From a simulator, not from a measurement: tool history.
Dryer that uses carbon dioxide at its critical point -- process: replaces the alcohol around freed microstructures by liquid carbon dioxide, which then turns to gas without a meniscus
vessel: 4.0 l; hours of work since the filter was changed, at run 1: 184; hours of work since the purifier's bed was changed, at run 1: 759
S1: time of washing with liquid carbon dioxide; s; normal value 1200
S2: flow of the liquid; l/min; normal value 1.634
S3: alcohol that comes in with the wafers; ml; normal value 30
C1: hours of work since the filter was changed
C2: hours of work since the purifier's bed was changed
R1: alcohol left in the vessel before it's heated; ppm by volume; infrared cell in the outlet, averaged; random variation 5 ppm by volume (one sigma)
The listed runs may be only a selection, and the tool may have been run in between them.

run   hour    S1     S2   S3   C1    C2    R1
  1    0.0  1200  1.634   30  184   759    72
      30.4  -- inlet filter changed
  2   44.4  1200  1.634   30   10   789    74
  3   67.2  1200  1.634   30   26   805    66
  4  107.0  1920  1.634   30   53   833    41
  5  135.9  1200  1.634   27   73   853    72
  6  179.7  1200  1.470   27  104   883    89
  7  215.5  1200  1.980   27  128   908    50
  8  249.9  1200  1.634   30  152   932    76
  9  288.2  1200  1.634   30  179   958    90
     328.2  -- inlet filter changed
 10  328.2  1200  1.634   30    0   985    72
 11  363.6  1200  1.634   30   25  1010    65
 12  410.2  1200  1.634   30   57  1042    76
 13  464.3   720  1.990   30   94  1080   190
 14  512.7   900  1.300   55  128  1113   528
 15  564.9   840  1.300   41  164  1149   547
 16  588.5  1080  2.340   79  180  1166    80
     627.3  -- inlet filter changed
 17  636.1   960  1.170  120    6  1198  1033
 18  662.0   960  1.170  120   24  1216  1057
 19  703.6  1200  1.360   22   53  1245   105
 20  730.4  1620  1.070   52   71  1263   147
 21  774.4  1200  1.634   45  102  1294   111
 22  803.4  1200  1.634   45  122  1314   108
 23  848.2  1200  1.634   45  153  1345   113

The same runs without the tool's hidden state, with the same run-to-run variation:
Hidden state present: flow that reaches the vessel past the clogged filter, %; alcohol in the recycled carbon dioxide, ppm; drift of the gauge itself on alcohol_ppm, %.
run   R1
  1   22
  2   34
  3   25
  4    1
  5   24
  6   33
  7    2
  8   18
  9   28
 10   22
 11   14
 12   20
 13  109
 14  369
 15  365
 16   11
 17  961
 18  954
 19   37
 20   68
 21   36
 22   29
 23   28

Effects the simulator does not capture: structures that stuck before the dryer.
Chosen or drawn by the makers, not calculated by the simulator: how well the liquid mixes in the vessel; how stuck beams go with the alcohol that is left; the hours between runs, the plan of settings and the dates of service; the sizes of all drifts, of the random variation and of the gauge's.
